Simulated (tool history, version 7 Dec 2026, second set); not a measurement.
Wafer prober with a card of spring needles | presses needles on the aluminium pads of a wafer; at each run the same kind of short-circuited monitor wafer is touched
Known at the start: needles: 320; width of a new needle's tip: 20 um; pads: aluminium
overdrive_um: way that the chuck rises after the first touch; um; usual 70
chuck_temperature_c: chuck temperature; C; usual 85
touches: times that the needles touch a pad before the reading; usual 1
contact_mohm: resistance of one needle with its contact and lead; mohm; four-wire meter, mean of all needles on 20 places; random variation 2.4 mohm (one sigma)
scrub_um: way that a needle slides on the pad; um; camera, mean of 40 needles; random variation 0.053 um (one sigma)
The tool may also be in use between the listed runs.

run	hour	overdrive_um	chuck_temperature_c	touches	contact_mohm	scrub_um
1	0	70	85	1	281	14.47
2	54.5	70	85	1	293	14.44
3	108.8	70	85	1	305	14.36
4	164.2	70	85	2	274	14.39
5	211.9	70	85	2	302	14.37
6	249	70	85	2	295	14.35
7	313.1	70	85	1	322	14.27
8	361	70	85	1	316	14.22
9	393.8	70	63	1	283	14.32
10	439.8	70	85	1	318	14.78
11	484	70	85	1	315	14.7
12	527.5	70	85	1	296	14.64
13	571.1	70	30	1	266	14.62
14	634.2	70	30	1	304	14.59
15	694	70	30	1	263	14.53
16	756.9	70	46	1	302	14.6
17	793.1	70	25	1	310	14.56
18	824.5	70	25	1	264	14.53
19	850.6	70	25	1	264	14.59
20	887.2	73	35	1	300	15.16
21	935.7	57	35	2	296	11.76
22	981.4	57	35	2	292	11.67
23	1036.5	51	32	1	324	10.32
24	1085.6	51	32	1	315	10.42
25	1136.3	51	32	1	321	10.24
26	1193.1	70	85	1	307	14.33
27	1245.5	70	85	2	302	14.38
28	1272	68	55	3	284	14.35
29	1304.1	68	55	3	284	14.31
30	1347.9	57	42	3	285	11.97
31	1410.4	89	45	3	277	18.72

Taken out of this log: 57 entries between the listed runs. Where each belongs, and how the hidden state differs across it:
Between runs 1 and 2: tips cleaned on abrasive film (hour 22.5); tips cleaned on abrasive film (hour 49.9)
  debris on the tips, nm: 26.8 -> 52.2; way that the needles fall short of the set height, um: 1.05 -> 1.46; tips' diameter, um: 20.37 -> 20.47
  measured less the result without the state, contact_mohm: +10 -> +19 mohm; scrub_um: -0.22 -> -0.31 um
Between runs 2 and 3: tips cleaned on abrasive film (hour 74.3); tips cleaned on abrasive film (hour 98.5)
  debris on the tips, nm: 52.2 -> 89.2; way that the needles fall short of the set height, um: 1.46 -> 1.63; tips' diameter, um: 20.47 -> 20.52
  measured less the result without the state, contact_mohm: +19 -> +33 mohm; scrub_um: -0.31 -> -0.34 um
Between runs 3 and 4: tips cleaned on abrasive film (hour 123); tips cleaned on abrasive film, once more (hour 141); tips cleaned on abrasive film (hour 164.2)
  debris on the tips, nm: 89.2 -> 9.4; way that the needles fall short of the set height, um: 1.63 -> 1.84; tips' diameter, um: 20.52 -> 20.6
  measured less the result without the state, contact_mohm: +33 -> +3 mohm; scrub_um: -0.34 -> -0.38 um
Between runs 4 and 5: tips cleaned on abrasive film (hour 190.1)
  debris on the tips, nm: 9.4 -> 129.2; way that the needles fall short of the set height, um: 1.84 -> 1.9; tips' diameter, um: 20.6 -> 20.62
  measured less the result without the state, contact_mohm: +3 -> +28 mohm; scrub_um: -0.38 -> -0.4 um
Between runs 5 and 6: tips cleaned on abrasive film (hour 215.3); tips cleaned on abrasive film (hour 238.9)
  debris on the tips, nm: 129.2 -> 84; way that the needles fall short of the set height, um: 1.9 -> 2.05; tips' diameter, um: 20.62 -> 20.67
  measured less the result without the state, contact_mohm: +28 -> +19 mohm; scrub_um: -0.4 -> -0.44 um
Between runs 6 and 7: tips cleaned on abrasive film (hour 266.3); tips cleaned on abrasive film (hour 291.5)
  debris on the tips, nm: 84 -> 133; way that the needles fall short of the set height, um: 2.05 -> 2.24; tips' diameter, um: 20.67 -> 20.74
  measured less the result without the state, contact_mohm: +19 -> +50 mohm; scrub_um: -0.44 -> -0.47 um
Between runs 7 and 8: tips cleaned on abrasive film (hour 318.4); tips cleaned on abrasive film (hour 342.7)
  debris on the tips, nm: 133 -> 121.9; way that the needles fall short of the set height, um: 2.24 -> 2.38; tips' diameter, um: 20.74 -> 20.79
  measured less the result without the state, contact_mohm: +50 -> +45 mohm; scrub_um: -0.47 -> -0.5 um
Between runs 8 and 9: tips cleaned on abrasive film (hour 367.7); tips cleaned on abrasive film (hour 391.3)
  debris on the tips, nm: 121.9 -> 41.6; way that the needles fall short of the set height, um: 2.38 -> 2.53; tips' diameter, um: 20.79 -> 20.84
  measured less the result without the state, contact_mohm: +45 -> +17 mohm; scrub_um: -0.5 -> -0.53 um
Between runs 9 and 10: tips cleaned on abrasive film (hour 417.3); height of the first contact set anew (hour 432.7)
  debris on the tips, nm: 41.6 -> 134; way that the needles fall short of the set height, um: 2.53 -> 0; tips' diameter, um: 20.84 -> 20.86
  measured less the result without the state, contact_mohm: +17 -> +47 mohm; scrub_um: -0.53 -> +0 um
Between runs 10 and 11: tips cleaned on abrasive film (hour 442.7); tips cleaned on abrasive film (hour 466.3)
  debris on the tips, nm: 134 -> 121.1; way that the needles fall short of the set height, um: 0 -> 0.15; tips' diameter, um: 20.86 -> 20.92
  measured less the result without the state, contact_mohm: +47 -> +43 mohm; scrub_um: +0 -> -0.03 um
Between runs 11 and 12: tips cleaned on abrasive film (hour 493.7); tips cleaned on abrasive film (hour 522.5)
  debris on the tips, nm: 121.1 -> 59.2; way that the needles fall short of the set height, um: 0.15 -> 0.3; tips' diameter, um: 20.92 -> 20.97
  measured less the result without the state, contact_mohm: +43 -> +21 mohm; scrub_um: -0.03 -> -0.07 um
Between runs 12 and 13: tips cleaned on abrasive film (hour 547.8); tips cleaned on abrasive film (hour 571.1)
  debris on the tips, nm: 59.2 -> 8.1; way that the needles fall short of the set height, um: 0.3 -> 0.46; tips' diameter, um: 20.97 -> 21.02
  measured less the result without the state, contact_mohm: +21 -> +4 mohm; scrub_um: -0.07 -> -0.09 um
Between runs 13 and 14: tips cleaned on abrasive film (hour 594.7); tips cleaned on abrasive film (hour 619.4)
  debris on the tips, nm: 8.1 -> 112.4; way that the needles fall short of the set height, um: 0.46 -> 0.65; tips' diameter, um: 21.02 -> 21.09
  measured less the result without the state, contact_mohm: +4 -> +45 mohm; scrub_um: -0.09 -> -0.14 um
Between runs 14 and 15: tips cleaned on abrasive film (hour 644.6); tips cleaned on abrasive film (hour 670); tips cleaned on abrasive film (hour 694)
  debris on the tips, nm: 112.4 -> 10.1; way that the needles fall short of the set height, um: 0.65 -> 0.87; tips' diameter, um: 21.09 -> 21.17
  measured less the result without the state, contact_mohm: +45 -> +4 mohm; scrub_um: -0.14 -> -0.18 um
Between runs 15 and 16: tips cleaned on abrasive film (hour 721.2); tips cleaned on abrasive film (hour 747)
  debris on the tips, nm: 10.1 -> 92.5; way that the needles fall short of the set height, um: 0.87 -> 1.02; tips' diameter, um: 21.17 -> 21.22
  measured less the result without the state, contact_mohm: +4 -> +38 mohm; scrub_um: -0.18 -> -0.22 um
Between runs 16 and 17: tips cleaned on abrasive film (hour 773.9)
  debris on the tips, nm: 92.5 -> 126; way that the needles fall short of the set height, um: 1.02 -> 1.09; tips' diameter, um: 21.22 -> 21.25
  measured less the result without the state, contact_mohm: +38 -> +52 mohm; scrub_um: -0.22 -> -0.23 um
Between runs 17 and 18: tips cleaned on abrasive film (hour 800.1); tips cleaned on abrasive film (hour 824.5)
  debris on the tips, nm: 126 -> 8.3; way that the needles fall short of the set height, um: 1.09 -> 1.24; tips' diameter, um: 21.25 -> 21.3
  measured less the result without the state, contact_mohm: +52 -> +4 mohm; scrub_um: -0.23 -> -0.26 um
Between runs 18 and 19: tips cleaned on abrasive film (hour 850.6)
  debris on the tips, nm: 8.3 -> 11.3; way that the needles fall short of the set height, um: 1.24 -> 1.29; tips' diameter, um: 21.3 -> 21.32
  measured less the result without the state, contact_mohm: +4 -> +5 mohm; scrub_um: -0.26 -> -0.28 um
Between runs 19 and 20: tips cleaned on abrasive film (hour 875)
  debris on the tips, nm: 11.3 -> 103.2; way that the needles fall short of the set height, um: 1.29 -> 1.35; tips' diameter, um: 21.32 -> 21.34
  measured less the result without the state, contact_mohm: +5 -> +40 mohm; scrub_um: -0.28 -> -0.29 um
Between runs 20 and 21: tips cleaned on abrasive film (hour 898.9); tips cleaned on abrasive film (hour 924.4)
  debris on the tips, nm: 103.2 -> 91.8; way that the needles fall short of the set height, um: 1.35 -> 1.5; tips' diameter, um: 21.34 -> 21.39
  measured less the result without the state, contact_mohm: +40 -> +34 mohm; scrub_um: -0.29 -> -0.31 um
Between runs 21 and 22: tips cleaned on abrasive film (hour 949.1); tips cleaned on abrasive film (hour 972.9)
  debris on the tips, nm: 91.8 -> 79.3; way that the needles fall short of the set height, um: 1.5 -> 1.65; tips' diameter, um: 21.39 -> 21.44
  measured less the result without the state, contact_mohm: +34 -> +29 mohm; scrub_um: -0.31 -> -0.35 um
Between runs 22 and 23: tips cleaned on abrasive film (hour 998.3); tips cleaned on abrasive film (hour 1025.6)
  debris on the tips, nm: 79.3 -> 85.6; way that the needles fall short of the set height, um: 1.65 -> 1.78; tips' diameter, um: 21.44 -> 21.49
  measured less the result without the state, contact_mohm: +29 -> +64 mohm; scrub_um: -0.35 -> -0.38 um
Between runs 23 and 24: tips cleaned on abrasive film (hour 1052.9); tips cleaned on abrasive film (hour 1078.7)
  debris on the tips, nm: 85.6 -> 64.9; way that the needles fall short of the set height, um: 1.78 -> 1.91; tips' diameter, um: 21.49 -> 21.53
  measured less the result without the state, contact_mohm: +64 -> +50 mohm; scrub_um: -0.38 -> -0.41 um
Between runs 24 and 25: tips cleaned on abrasive film (hour 1101.9); tips cleaned on abrasive film (hour 1129.3)
  debris on the tips, nm: 64.9 -> 75.7; way that the needles fall short of the set height, um: 1.91 -> 2.08; tips' diameter, um: 21.53 -> 21.59
  measured less the result without the state, contact_mohm: +50 -> +58 mohm; scrub_um: -0.41 -> -0.44 um
Between runs 25 and 26: tips cleaned on abrasive film (hour 1156.9); tips cleaned on abrasive film (hour 1183.4)
  debris on the tips, nm: 75.7 -> 79.5; way that the needles fall short of the set height, um: 2.08 -> 2.25; tips' diameter, um: 21.59 -> 21.65
  measured less the result without the state, contact_mohm: +58 -> +33 mohm; scrub_um: -0.44 -> -0.47 um
Between runs 26 and 27: tips cleaned on abrasive film (hour 1209.8); tips cleaned on abrasive film (hour 1233.6)
  debris on the tips, nm: 79.5 -> 95.8; way that the needles fall short of the set height, um: 2.25 -> 2.38; tips' diameter, um: 21.65 -> 21.7
  measured less the result without the state, contact_mohm: +33 -> +24 mohm; scrub_um: -0.47 -> -0.5 um
Between runs 27 and 28: tips cleaned on abrasive film (hour 1259.8); height of the first contact set anew (hour 1265.8)
  debris on the tips, nm: 95.8 -> 88.4; way that the needles fall short of the set height, um: 2.38 -> 0; tips' diameter, um: 21.7 -> 21.73
  measured less the result without the state, contact_mohm: +24 -> +14 mohm; scrub_um: -0.5 -> +0 um
Between runs 28 and 29: tips cleaned on abrasive film (hour 1284.8)
  debris on the tips, nm: 88.4 -> 123.6; way that the needles fall short of the set height, um: 0 -> 0.08; tips' diameter, um: 21.73 -> 21.76
  measured less the result without the state, contact_mohm: +14 -> +19 mohm; scrub_um: +0 -> -0.02 um
Between runs 29 and 30: tips cleaned on abrasive film (hour 1308.2); tips cleaned on abrasive film (hour 1336)
  debris on the tips, nm: 123.6 -> 98.4; way that the needles fall short of the set height, um: 0.08 -> 0.2; tips' diameter, um: 21.76 -> 21.8
  measured less the result without the state, contact_mohm: +19 -> +21 mohm; scrub_um: -0.02 -> -0.05 um
Between runs 30 and 31: tips cleaned on abrasive film (hour 1361.9); tips cleaned on abrasive film (hour 1388.7)
  debris on the tips, nm: 98.4 -> 139.4; way that the needles fall short of the set height, um: 0.2 -> 0.35; tips' diameter, um: 21.8 -> 21.86
  measured less the result without the state, contact_mohm: +21 -> +14 mohm; scrub_um: -0.05 -> -0.07 um
